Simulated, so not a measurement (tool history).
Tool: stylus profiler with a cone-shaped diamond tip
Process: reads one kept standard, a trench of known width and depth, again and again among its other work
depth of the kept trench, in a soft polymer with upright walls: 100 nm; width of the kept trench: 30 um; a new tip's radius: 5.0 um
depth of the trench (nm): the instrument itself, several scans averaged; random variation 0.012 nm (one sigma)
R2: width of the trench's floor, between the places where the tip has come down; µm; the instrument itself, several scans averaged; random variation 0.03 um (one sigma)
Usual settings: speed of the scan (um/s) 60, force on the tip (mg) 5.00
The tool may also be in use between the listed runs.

{"run": 1, "hour": 0.0, "speed of the scan (um/s)": 60, "force on the tip (mg)": 5.0, "depth of the trench (nm)": 102.3, "R2": 27.95}
{"run": 2, "hour": 14.5, "speed of the scan (um/s)": 60, "force on the tip (mg)": 5.0, "depth of the trench (nm)": 102.31, "R2": 27.99}
{"run": 3, "hour": 31.9, "speed of the scan (um/s)": 60, "force on the tip (mg)": 7.24, "depth of the trench (nm)": 102.94, "R2": 27.92}
{"run": 4, "hour": 51.0, "speed of the scan (um/s)": 60, "force on the tip (mg)": 7.24, "depth of the trench (nm)": 102.95, "R2": 27.92}
{"run": 5, "hour": 67.7, "speed of the scan (um/s)": 60, "force on the tip (mg)": 7.24, "depth of the trench (nm)": 102.95, "R2": 27.91}
{"run": 6, "hour": 87.4, "speed of the scan (um/s)": 60, "force on the tip (mg)": 7.24, "depth of the trench (nm)": 102.92, "R2": 27.91}
{"run": 7, "hour": 98.9, "speed of the scan (um/s)": 60, "force on the tip (mg)": 5.0, "depth of the trench (nm)": 102.28, "R2": 27.95}
{"run": 8, "hour": 111.7, "speed of the scan (um/s)": 60, "force on the tip (mg)": 5.0, "depth of the trench (nm)": 102.31, "R2": 27.93}
{"run": 9, "hour": 126.4, "speed of the scan (um/s)": 60, "force on the tip (mg)": 5.0, "depth of the trench (nm)": 102.3, "R2": 27.9}
{"run": 10, "hour": 138.9, "speed of the scan (um/s)": 60, "force on the tip (mg)": 5.0, "depth of the trench (nm)": 102.29, "R2": 27.9}
{"run": 11, "hour": 162.5, "speed of the scan (um/s)": 19, "force on the tip (mg)": 5.0, "depth of the trench (nm)": 102.27, "R2": 27.95}
{"run": 12, "hour": 179.2, "speed of the scan (um/s)": 19, "force on the tip (mg)": 5.0, "depth of the trench (nm)": 102.31, "R2": 27.97}
{"run": 13, "hour": 197.5, "speed of the scan (um/s)": 19, "force on the tip (mg)": 5.0, "depth of the trench (nm)": 102.29, "R2": 27.98}
{"run": 14, "hour": 219.4, "speed of the scan (um/s)": 19, "force on the tip (mg)": 5.0, "depth of the trench (nm)": 102.3, "R2": 28.03}
{"run": 15, "hour": 242.1, "speed of the scan (um/s)": 60, "force on the tip (mg)": 5.0, "depth of the trench (nm)": 102.3, "R2": 27.96}
{"run": 16, "hour": 252.7, "speed of the scan (um/s)": 60, "force on the tip (mg)": 5.0, "depth of the trench (nm)": 102.27, "R2": 27.91}
{"run": 17, "hour": 269.9, "speed of the scan (um/s)": 60, "force on the tip (mg)": 5.0, "depth of the trench (nm)": 102.29, "R2": 27.99}
{"run": 18, "hour": 288.8, "speed of the scan (um/s)": 60, "force on the tip (mg)": 1.96, "depth of the trench (nm)": 101.22, "R2": 27.87}
{"run": 19, "hour": 308.0, "speed of the scan (um/s)": 192, "force on the tip (mg)": 12.98, "depth of the trench (nm)": 104.33, "R2": 27.9}
{"run": 20, "hour": 322.3, "speed of the scan (um/s)": 192, "force on the tip (mg)": 12.98, "depth of the trench (nm)": 104.34, "R2": 27.86}
{"run": 21, "hour": 338.1, "speed of the scan (um/s)": 192, "force on the tip (mg)": 12.98, "depth of the trench (nm)": 104.33, "R2": 27.83}
{"run": 22, "hour": 349.3, "speed of the scan (um/s)": 75, "force on the tip (mg)": 11.67, "depth of the trench (nm)": 104.06, "R2": 27.88}
{"run": 23, "hour": 372.3, "speed of the scan (um/s)": 75, "force on the tip (mg)": 11.67, "depth of the trench (nm)": 104.04, "R2": 27.96}
{"run": 24, "hour": 391.0, "speed of the scan (um/s)": 75, "force on the tip (mg)": 11.67, "depth of the trench (nm)": 104.04, "R2": 27.94}
{"run": 25, "hour": 401.0, "speed of the scan (um/s)": 75, "force on the tip (mg)": 11.67, "depth of the trench (nm)": 104.05, "R2": 27.96}
{"run": 26, "hour": 420.3, "speed of the scan (um/s)": 38, "force on the tip (mg)": 1.81, "depth of the trench (nm)": 101.15, "R2": 27.94}
{"run": 27, "hour": 432.6, "speed of the scan (um/s)": 38, "force on the tip (mg)": 1.81, "depth of the trench (nm)": 101.16, "R2": 27.85}
{"run": 28, "hour": 445.8, "speed of the scan (um/s)": 94, "force on the tip (mg)": 9.18, "depth of the trench (nm)": 103.43, "R2": 27.87}
{"run": 29, "hour": 461.8, "speed of the scan (um/s)": 94, "force on the tip (mg)": 9.18, "depth of the trench (nm)": 103.44, "R2": 27.9}

Forecast each of these 4 alternatives for the next run:
{"run": "A", "hour": 483.7, "speed of the scan (um/s)": 24, "force on the tip (mg)": 8.15, "depth of the trench (nm)": "?", "R2": "?"}
{"run": "B", "hour": 483.7, "speed of the scan (um/s)": 92, "force on the tip (mg)": 2.72, "depth of the trench (nm)": "?", "R2": "?"}
{"run": "C", "hour": 483.7, "speed of the scan (um/s)": 32, "force on the tip (mg)": 5.22, "depth of the trench (nm)": "?", "R2": "?"}
{"run": "D", "hour": 483.7, "speed of the scan (um/s)": 114, "force on the tip (mg)": 9.18, "depth of the trench (nm)": "?", "R2": "?"}

run=A depth_of_the_trench_(nm)=103.17 R2=28.00
run=B depth_of_the_trench_(nm)=101.52 R2=27.84
run=C depth_of_the_trench_(nm)=102.36 R2=27.97
run=D depth_of_the_trench_(nm)=103.44 R2=27.88
Without the tool's hidden state the same runs would have given:
run=A depth_of_the_trench_(nm)=103.17 R2=28.01
run=B depth_of_the_trench_(nm)=101.52 R2=27.86
run=C depth_of_the_trench_(nm)=102.37 R2=27.99
run=D depth_of_the_trench_(nm)=103.44 R2=27.89
